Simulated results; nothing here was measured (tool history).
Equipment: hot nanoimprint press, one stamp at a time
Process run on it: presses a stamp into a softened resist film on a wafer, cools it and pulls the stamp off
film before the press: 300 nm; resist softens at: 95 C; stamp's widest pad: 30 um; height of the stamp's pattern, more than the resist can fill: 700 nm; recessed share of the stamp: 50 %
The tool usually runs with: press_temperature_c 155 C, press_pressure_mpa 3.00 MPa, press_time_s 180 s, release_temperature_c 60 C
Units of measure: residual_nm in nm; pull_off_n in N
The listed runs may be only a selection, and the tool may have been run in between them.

Run 1, day 0.000: usual settings. Result: residual_nm 118.7 nm, pull_off_n 235 N.
Run 2, day 1.225: usual settings. Result: residual_nm 118.2 nm, pull_off_n 237 N.
Run 3, day 2.579: usual settings. Result: residual_nm 118.6 nm, pull_off_n 237 N.
Run 4, day 4.150: usual settings but release_temperature_c 61 C. Result: residual_nm 118.3 nm, pull_off_n 237 N.
Run 5, day 5.079: usual settings but release_temperature_c 61 C. Result: residual_nm 118.7 nm, pull_off_n 232 N.
Run 6, day 5.933: usual settings but release_temperature_c 61 C. Result: residual_nm 118.7 nm, pull_off_n 237 N.
Run 7, day 6.917: usual settings but release_temperature_c 61 C. Result: residual_nm 118.7 nm, pull_off_n 233 N.
Run 8, day 8.388: usual settings but release_temperature_c 61 C. Result: residual_nm 118.3 nm, pull_off_n 237 N.
At day 8.767: stamp cleaned and given a new release coat.
Run 9, day 9.404: usual settings but release_temperature_c 61 C. Result: residual_nm 118.5 nm, pull_off_n 240 N.
Run 10, day 10.188: usual settings but press_time_s 225 s. Result: residual_nm 108.8 nm, pull_off_n 233 N.
Run 11, day 11.625: usual settings but press_time_s 225 s. Result: residual_nm 108.8 nm, pull_off_n 232 N.
Run 12, day 12.300: usual settings but press_pressure_mpa 3.48 MPa. Result: residual_nm 109.7 nm, pull_off_n 234 N.
Run 13, day 13.033: usual settings but press_pressure_mpa 3.48 MPa. Result: residual_nm 109.6 nm, pull_off_n 239 N.
At day 13.558: plate thermocouple calibrated.
Run 14, day 14.608: usual settings but press_time_s 110 s. Result: residual_nm 141.6 nm, pull_off_n 234 N.
Run 15, day 15.608: usual settings but press_time_s 110 s. Result: residual_nm 141.7 nm, pull_off_n 233 N.
Run 16, day 17.238: usual settings but press_temperature_c 144 C, press_time_s 356 s, release_temperature_c 45 C. Result: residual_nm 169.8 nm, pull_off_n 263 N.
Run 17, day 18.038: usual settings but press_temperature_c 148 C, release_temperature_c 52 C. Result: residual_nm 170.5 nm, pull_off_n 246 N.
Run 18, day 18.838: usual settings but press_temperature_c 148 C, press_time_s 235 s, release_temperature_c 46 C. Result: residual_nm 156.8 nm, pull_off_n 259 N.
Run 19, day 19.608: usual settings but press_pressure_mpa 1.84 MPa, release_temperature_c 54 C. Result: residual_nm 150.7 nm, pull_off_n 244 N.
Run 20, day 20.696: usual settings but press_pressure_mpa 1.84 MPa, release_temperature_c 54 C. Result: residual_nm 150.7 nm, pull_off_n 246 N.
Run 21, day 22.292: usual settings but press_time_s 92 s. Result: residual_nm 151.1 nm, pull_off_n 234 N.
Run 22, day 23.125: usual settings but press_time_s 149 s, release_temperature_c 62 C. Result: residual_nm 127.2 nm, pull_off_n 237 N.
Run 23, day 24.538: usual settings but release_temperature_c 51 C. Result: residual_nm 118.6 nm, pull_off_n 246 N.
Run 24, day 25.221: usual settings but release_temperature_c 56 C. Result: residual_nm 119.0 nm, pull_off_n 242 N.
Run 25, day 25.962: usual settings but release_temperature_c 56 C. Result: residual_nm 118.7 nm, pull_off_n 237 N.
Run 26, day 26.646: usual settings but release_temperature_c 56 C. Result: residual_nm 118.6 nm, pull_off_n 239 N.
Run 27, day 28.183: usual settings but press_temperature_c 149 C, release_temperature_c 62 C. Result: residual_nm 162.2 nm, pull_off_n 238 N.
Run 28, day 29.562: usual settings but press_temperature_c 159 C, press_pressure_mpa 2.45 MPa. Result: residual_nm 107.1 nm, pull_off_n 236 N.
Run 29, day 30.312: usual settings but press_temperature_c 158 C, press_pressure_mpa 2.55 MPa, release_temperature_c 55 C. Result: residual_nm 110.2 nm, pull_off_n 243 N.

Here are 4 independent what-if runs from the current tool condition. What would each one return?
Run A, day 31.742: usual settings but press_time_s 91 s. Result: residual_nm ?, pull_off_n ?.
Run B, day 31.742: usual settings but press_temperature_c 163 C, press_pressure_mpa 2.65 MPa, release_temperature_c 45 C. Result: residual_nm ?, pull_off_n ?.
Run C, day 31.742: usual settings but press_temperature_c 151 C, press_pressure_mpa 3.30 MPa, press_time_s 148 s. Result: residual_nm ?, pull_off_n ?.
Run D, day 31.742: usual settings but press_temperature_c 158 C, press_pressure_mpa 2.55 MPa, release_temperature_c 50 C. Result: residual_nm ?, pull_off_n ?.

run  residual_nm  pull_off_n
  A        152.0         239
  B         83.9         266
  C        149.6         234
  D        110.5         255
Without the tool's hidden state the same runs would have given:
run  residual_nm  pull_off_n
  A        152.0         237
  B         83.9         265
  C        149.6         233
  D        110.5         253
